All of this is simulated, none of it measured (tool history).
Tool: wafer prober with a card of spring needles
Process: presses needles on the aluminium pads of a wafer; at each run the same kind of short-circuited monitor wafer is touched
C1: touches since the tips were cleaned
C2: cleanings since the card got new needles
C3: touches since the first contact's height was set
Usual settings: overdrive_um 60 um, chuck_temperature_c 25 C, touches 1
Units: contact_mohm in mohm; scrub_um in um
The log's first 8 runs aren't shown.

At day 5.775: tips cleaned on abrasive film.
At day 5.921: tips cleaned on abrasive film, once more.
At day 6.396: tips cleaned on abrasive film.
At day 6.508: height of the first contact set anew.
Run 9, day 6.662: usual settings but chuck_temperature_c 70 C; C1 2562; C2 42; C3 1543. Result: contact_mohm 294 mohm, scrub_um 8.929 um.
At day 6.892: tips cleaned on abrasive film.
At day 7.367: tips cleaned on abrasive film.
Run 10, day 7.367: usual settings; C1 0; C2 44; C3 8548. Result: contact_mohm 250 mohm, scrub_um 8.881 um.
At day 7.917: tips cleaned on abrasive film.
At day 8.475: tips cleaned on abrasive film.
Run 11, day 8.55: usual settings; C1 752; C2 46; C3 20376. Result: contact_mohm 269 mohm, scrub_um 8.876 um.
At day 8.983: tips cleaned on abrasive film.
Run 12, day 9.067: usual settings but overdrive_um 59 um; C1 865; C2 47; C3 25551. Result: contact_mohm 262 mohm, scrub_um 8.717 um.
At day 9.475: tips cleaned on abrasive film.
At day 10.046: tips cleaned on abrasive film.
Run 13, day 10.162: usual settings but overdrive_um 59 um; C1 1138; C2 49; C3 36465. Result: contact_mohm 274 mohm, scrub_um 8.705 um.
At day 10.558: tips cleaned on abrasive film.
Run 14, day 10.733: usual settings; C1 1759; C2 50; C3 42179. Result: contact_mohm 277 mohm, scrub_um 8.832 um.
At day 11.112: tips cleaned on abrasive film.
At day 11.608: tips cleaned on abrasive film.
Run 15, day 11.838: usual settings; C1 2334; C2 52; C3 53230. Result: contact_mohm 287 mohm, scrub_um 8.837 um.
At day 12.108: tips cleaned on abrasive film.
At day 12.612: tips cleaned on abrasive film.
Run 16, day 13.004: usual settings but overdrive_um 77 um, chuck_temperature_c 43 C, touches 2; C1 3941; C2 54; C3 64892. Result: contact_mohm 273 mohm, scrub_um 11.35 um.
At day 13.096: tips cleaned on abrasive film.
At day 13.65: tips cleaned on abrasive film.
Run 17, day 13.762: usual settings but overdrive_um 76 um; C1 1129; C2 56; C3 72416. Result: contact_mohm 259 mohm, scrub_um 11.155 um.
At day 14.15: tips cleaned on abrasive film.
At day 14.65: tips cleaned on abrasive film.
Run 18, day 14.888: usual settings but overdrive_um 65 um, chuck_temperature_c 29 C; C1 2369; C2 58; C3 83661. Result: contact_mohm 278 mohm, scrub_um 9.532 um.
At day 15.175: tips cleaned on abrasive film.
Run 19, day 15.421: usual settings but overdrive_um 65 um, chuck_temperature_c 29 C; C1 2454; C2 59; C3 88997. Result: contact_mohm 288 mohm, scrub_um 9.497 um.
At day 15.683: tips cleaned on abrasive film.
Run 20, day 16.121: usual settings but overdrive_um 65 um, chuck_temperature_c 29 C; C1 4373; C2 60; C3 95989. Result: contact_mohm 295 mohm, scrub_um 9.486 um.

Run 21 comes next. What will it give?
At day 16.204: tips cleaned on abrasive film.
At day 16.696: tips cleaned on abrasive film.
Run 21, day 16.725: usual settings but overdrive_um 64 um; C1 300; C2 62; C3 101993. Result: contact_mohm ?, scrub_um ?.

contact_mohm: 258 mohm
scrub_um: 9.34 um
Without the tool's hidden state the same run would have given contact_mohm 244 mohm, scrub_um 9.519 um.

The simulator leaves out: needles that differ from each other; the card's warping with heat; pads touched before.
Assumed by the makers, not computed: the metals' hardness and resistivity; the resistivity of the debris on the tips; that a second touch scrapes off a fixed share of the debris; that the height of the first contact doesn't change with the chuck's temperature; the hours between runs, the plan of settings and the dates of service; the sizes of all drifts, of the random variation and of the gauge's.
